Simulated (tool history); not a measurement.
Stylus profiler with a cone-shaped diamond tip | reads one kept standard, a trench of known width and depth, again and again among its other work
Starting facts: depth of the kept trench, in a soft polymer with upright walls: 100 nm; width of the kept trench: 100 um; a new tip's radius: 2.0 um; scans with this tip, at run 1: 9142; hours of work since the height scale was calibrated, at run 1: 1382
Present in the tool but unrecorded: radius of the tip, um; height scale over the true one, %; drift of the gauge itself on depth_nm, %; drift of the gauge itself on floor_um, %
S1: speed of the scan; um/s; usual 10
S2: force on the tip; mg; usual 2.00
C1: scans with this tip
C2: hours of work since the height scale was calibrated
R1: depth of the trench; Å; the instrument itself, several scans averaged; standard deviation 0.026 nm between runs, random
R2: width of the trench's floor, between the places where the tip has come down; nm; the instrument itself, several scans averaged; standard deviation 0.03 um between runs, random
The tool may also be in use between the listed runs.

run 1 day=0.000 | S1=10 S2=2.00 | C1=9142 C2=1382 | R1=1010.0 R2=98680
run 2 day=2.738 | S1=10 S2=2.00 | C1=9392 C2=1420 | R1=1009.6 R2=98660
run 3 day=4.225 | S1=10 S2=2.00 | C1=9528 C2=1440 | R1=1009.8 R2=98680
run 4 day=6.975 | S1=10 S2=1.11 | C1=9779 C2=1478 | R1=1007.2 R2=98660
run 5 day=9.012 | S1=10 S2=1.11 | C1=9965 C2=1506 | R1=1006.7 R2=98690
run 6 day=11.458 | S1=10 S2=1.11 | C1=10188 C2=1540 | R1=1006.4 R2=98650
run 7 day=14.175 | S1=10 S2=1.11 | C1=10436 C2=1577 | R1=1006.3 R2=98640
run 8 day=15.900 | S1=10 S2=1.11 | C1=10593 C2=1601 | R1=1006.5 R2=98640
run 9 day=18.858 | S1=10 S2=1.11 | C1=10863 C2=1642 | R1=1006.8 R2=98660
run 10 day=21.758 | S1=10 S2=1.11 | C1=11128 C2=1682 | R1=1007.1 R2=98650
run 11 day=24.088 | S1=10 S2=1.11 | C1=11341 C2=1714 | R1=1006.5 R2=98690
run 12 day=25.671 | S1=10 S2=1.11 | C1=11485 C2=1736 | R1=1006.6 R2=98630
run 13 day=27.592 | S1=8 S2=2.00 | C1=11661 C2=1762 | R1=1010.1 R2=98730
run 14 day=28.921 | S1=8 S2=2.00 | C1=11782 C2=1781 | R1=1009.8 R2=98660
-- day=29.767 height scale calibrated on a step standard
run 15 day=31.304 | S1=8 S2=2.00 | C1=11997 C2=21 | R1=1010.4 R2=98660
run 16 day=34.100 | S1=10 S2=2.00 | C1=12253 C2=60 | R1=1010.1 R2=98680
run 17 day=36.971 | S1=10 S2=2.00 | C1=12515 C2=99 | R1=1009.5 R2=98640
run 18 day=39.192 | S1=3 S2=2.00 | C1=12717 C2=130 | R1=1010.1 R2=98680
run 19 day=40.704 | S1=4 S2=1.06 | C1=12856 C2=151 | R1=1006.6 R2=98740
run 20 day=42.025 | S1=9 S2=5.50 | C1=12976 C2=169 | R1=1019.7 R2=98720
run 21 day=44.767 | S1=10 S2=2.84 | C1=13226 C2=207 | R1=1012.3 R2=98750
run 22 day=46.308 | S1=10 S2=2.84 | C1=13367 C2=228 | R1=1012.7 R2=98750
run 23 day=49.017 | S1=16 S2=2.00 | C1=13614 C2=266 | R1=1010.1 R2=98600
run 24 day=50.238 | S1=8 S2=1.33 | C1=13726 C2=282 | R1=1007.6 R2=98650
run 25 day=51.567 | S1=16 S2=0.81 | C1=13847 C2=301 | R1=1004.9 R2=98580
run 26 day=53.962 | S1=3 S2=2.04 | C1=14065 C2=334 | R1=1010.1 R2=98700
run 27 day=56.900 | S1=3 S2=2.04 | C1=14334 C2=374 | R1=1009.8 R2=98730
run 28 day=59.100 | S1=3 S2=2.04 | C1=14534 C2=405 | R1=1010.0 R2=98750
run 29 day=61.083 | S1=4 S2=0.86 | C1=14715 C2=432 | R1=1005.6 R2=98650
run 30 day=62.571 | S1=23 S2=3.93 | C1=14851 C2=453 | R1=1015.9 R2=98640
run 31 day=64.867 | S1=3 S2=4.33 | C1=15061 C2=484 | R1=1016.4 R2=98690
run 32 day=66.808 | S1=31 S2=3.15 | C1=15238 C2=511 | R1=1013.1 R2=98600

Predict each of these 4 candidate next runs independently; none follows another, all start after run 32:
run A day=69.283 | S1=5 S2=3.15 | C1=15464 C2=545 | R1=? R2=?
run B day=69.283 | S1=5 S2=2.00 | C1=15464 C2=545 | R1=? R2=?
run C day=69.283 | S1=21 S2=1.76 | C1=15464 C2=545 | R1=? R2=?
run D day=69.283 | S1=6 S2=0.70 | C1=15464 C2=545 | R1=? R2=?

run=A R1=1013.6 R2=98670
run=B R1=1010.2 R2=98680
run=C R1=1009.5 R2=98590
run=D R1=1004.5 R2=98650
Take away the tool's hidden state, keep each run's random variation, and the runs would have read:
run=A R1=1013.7 R2=98680
run=B R1=1010.2 R2=98690
run=C R1=1009.5 R2=98600
run=D R1=1004.5 R2=98660
